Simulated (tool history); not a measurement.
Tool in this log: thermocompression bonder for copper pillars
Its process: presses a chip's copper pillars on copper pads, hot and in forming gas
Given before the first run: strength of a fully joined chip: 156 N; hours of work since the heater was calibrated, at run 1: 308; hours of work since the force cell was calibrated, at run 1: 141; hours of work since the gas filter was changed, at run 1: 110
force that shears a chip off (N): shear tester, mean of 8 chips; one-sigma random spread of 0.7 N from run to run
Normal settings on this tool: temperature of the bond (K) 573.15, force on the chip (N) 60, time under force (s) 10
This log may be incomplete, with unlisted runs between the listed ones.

run	hour	temperature of the bond (K)	force on the chip (N)	time under force (s)	hours of work since the heater was calibrated	hours of work since the force cell was calibrated	hours of work since the gas filter was changed	force that shears a chip off (N)
1	0	573.15	60	10	308	141	110	62.7
2	20.2	570.15	60	10	324	157	125	62.1
# hour 32.3: forming gas filter changed
3	32.6	570.15	60	10	333	166	0	62.5
4	51.9	570.15	60	10	348	181	15	62.6
5	62.6	570.15	60	10	357	190	24	62.1
6	82.9	573.15	60	10	373	205	40	65.5
7	99	573.15	60	10	385	218	52	63.5
8	115.6	573.15	60	10	398	231	65	64.3
9	125.3	573.15	60	10	406	239	73	65.1
10	147.4	573.15	60	10	423	256	90	64.9
11	166.1	592.15	60	10	438	270	105	74.8
12	184.8	573.15	60	10	452	285	119	63.5
# hour 203.7: forming gas filter changed
13	207	573.15	60	10	469	302	3	64.4
14	216.8	573.15	60	5	477	310	10	48.2
15	232.3	573.15	60	5	489	322	22	48.5
16	248.6	573.15	60	5	502	334	35	47.1
17	270.9	573.15	60	27	519	352	52	90.2
18	281.7	573.15	60	27	527	360	61	91.6
19	299.6	573.15	81	8	541	374	75	68.2
20	310	595.15	60	5	549	382	83	59.5
21	320.6	554.15	76	25	558	391	91	81.6
22	340.2	601.15	60	10	573	406	107	79.5
23	350.8	601.15	60	10	581	414	115	80
24	372.2	601.15	60	12	598	431	132	84.9
# hour 375.4: forming gas filter changed
25	391.6	601.15	60	12	613	446	13	83.6
26	402.2	600.15	45	6	621	454	21	57.6
27	413.8	587.15	69	9	630	463	30	74.2
28	434.4	587.15	69	9	646	479	46	72.8
29	446	601.15	69	9	655	488	55	82.1
30	456	579.15	44	6	663	496	63	46.2
31	473.9	600.15	60	25	677	510	77	104.6

Hidden state at the last listed run before each entry between runs and at the first one after, where it differs:
Logged between run 2 and run 3: forming gas filter changed (hour 32.3)
  oxide that the forming gas leaves, % of the face: 0.68 -> 0.5
Logged between run 12 and run 13: forming gas filter changed (hour 203.7)
  oxide that the forming gas leaves, % of the face: 0.65 -> 0.5
Logged between run 24 and run 25: forming gas filter changed (hour 375.4)
  oxide that the forming gas leaves, % of the face: 0.67 -> 0.52
